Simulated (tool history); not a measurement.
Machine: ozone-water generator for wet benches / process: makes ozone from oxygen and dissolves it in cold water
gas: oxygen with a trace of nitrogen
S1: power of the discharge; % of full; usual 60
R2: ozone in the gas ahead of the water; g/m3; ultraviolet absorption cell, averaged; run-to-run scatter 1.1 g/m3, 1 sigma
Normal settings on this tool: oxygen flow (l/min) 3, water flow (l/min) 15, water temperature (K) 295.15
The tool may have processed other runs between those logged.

{"run": 1, "hour": 0.0, "S1": 60, "oxygen flow (l/min)": 3, "water flow (l/min)": 15, "water temperature (K)": 295.15, "dissolved ozone (ppm)": 15.1, "R2": 178.3}
{"run": 2, "hour": 53.3, "S1": 60, "oxygen flow (l/min)": 3, "water flow (l/min)": 15, "water temperature (K)": 295.15, "dissolved ozone (ppm)": 15.4, "R2": 177.3}
{"run": 3, "hour": 124.5, "S1": 60, "oxygen flow (l/min)": 3, "water flow (l/min)": 15, "water temperature (K)": 295.15, "dissolved ozone (ppm)": 15.1, "R2": 180.3}
{"run": 4, "hour": 205.7, "S1": 60, "oxygen flow (l/min)": 3, "water flow (l/min)": 15, "water temperature (K)": 295.15, "dissolved ozone (ppm)": 15.1, "R2": 179.8}
{"run": 5, "hour": 268.9, "S1": 60, "oxygen flow (l/min)": 3, "water flow (l/min)": 15, "water temperature (K)": 295.15, "dissolved ozone (ppm)": 15.2, "R2": 180.1}
{"run": 6, "hour": 319.0, "S1": 60, "oxygen flow (l/min)": 3, "water flow (l/min)": 15, "water temperature (K)": 295.15, "dissolved ozone (ppm)": 15.1, "R2": 177.3}
{"run": 7, "hour": 386.5, "S1": 60, "oxygen flow (l/min)": 3, "water flow (l/min)": 15, "water temperature (K)": 295.15, "dissolved ozone (ppm)": 14.9, "R2": 178}
{"run": 8, "hour": 467.2, "S1": 60, "oxygen flow (l/min)": 3, "water flow (l/min)": 15, "water temperature (K)": 290.15, "dissolved ozone (ppm)": 16, "R2": 176.6}
{"run": 9, "hour": 506.0, "S1": 97, "oxygen flow (l/min)": 3, "water flow (l/min)": 13, "water temperature (K)": 290.15, "dissolved ozone (ppm)": 22.6, "R2": 225.8}
{"run": 10, "hour": 563.0, "S1": 60, "oxygen flow (l/min)": 1.57, "water flow (l/min)": 15, "water temperature (K)": 291.15, "dissolved ozone (ppm)": 13.7, "R2": 240.9}
{"run": 11, "hour": 604.8, "S1": 60, "oxygen flow (l/min)": 1.57, "water flow (l/min)": 15, "water temperature (K)": 291.15, "dissolved ozone (ppm)": 13.8, "R2": 239.7}
{"run": 12, "hour": 677.9, "S1": 60, "oxygen flow (l/min)": 3, "water flow (l/min)": 16, "water temperature (K)": 302.15, "dissolved ozone (ppm)": 13.2, "R2": 178.4}

Forecast each of these 5 alternatives for the next run:
{"run": "A", "hour": 755.2, "S1": 59, "oxygen flow (l/min)": 3, "water flow (l/min)": 16, "water temperature (K)": 302.15, "dissolved ozone (ppm)": "?", "R2": "?"}
{"run": "B", "hour": 755.2, "S1": 66, "oxygen flow (l/min)": 2.35, "water flow (l/min)": 16, "water temperature (K)": 302.15, "dissolved ozone (ppm)": "?", "R2": "?"}
{"run": "C", "hour": 755.2, "S1": 60, "oxygen flow (l/min)": 1.57, "water flow (l/min)": 15, "water temperature (K)": 295.15, "dissolved ozone (ppm)": "?", "R2": "?"}
{"run": "D", "hour": 755.2, "S1": 47, "oxygen flow (l/min)": 2.3, "water flow (l/min)": 15, "water temperature (K)": 300.15, "dissolved ozone (ppm)": "?", "R2": "?"}
{"run": "E", "hour": 755.2, "S1": 98, "oxygen flow (l/min)": 3, "water flow (l/min)": 16, "water temperature (K)": 291.15, "dissolved ozone (ppm)": "?", "R2": "?"}

run=A dissolved_ozone_(ppm)=12.8 R2=175.2
run=B dissolved_ozone_(ppm)=13.2 R2=209.7
run=C dissolved_ozone_(ppm)=13.3 R2=239.1
run=D dissolved_ozone_(ppm)=12 R2=177.3
run=E dissolved_ozone_(ppm)=19.1 R2=228.8
With the hidden condition removed and each run's random variation left untouched, the same runs would have given:
run=A dissolved_ozone_(ppm)=14 R2=185.4
run=B dissolved_ozone_(ppm)=14.4 R2=222.7
run=C dissolved_ozone_(ppm)=14.5 R2=253.2
run=D dissolved_ozone_(ppm)=12.9 R2=186.2
run=E dissolved_ozone_(ppm)=21.1 R2=246.2
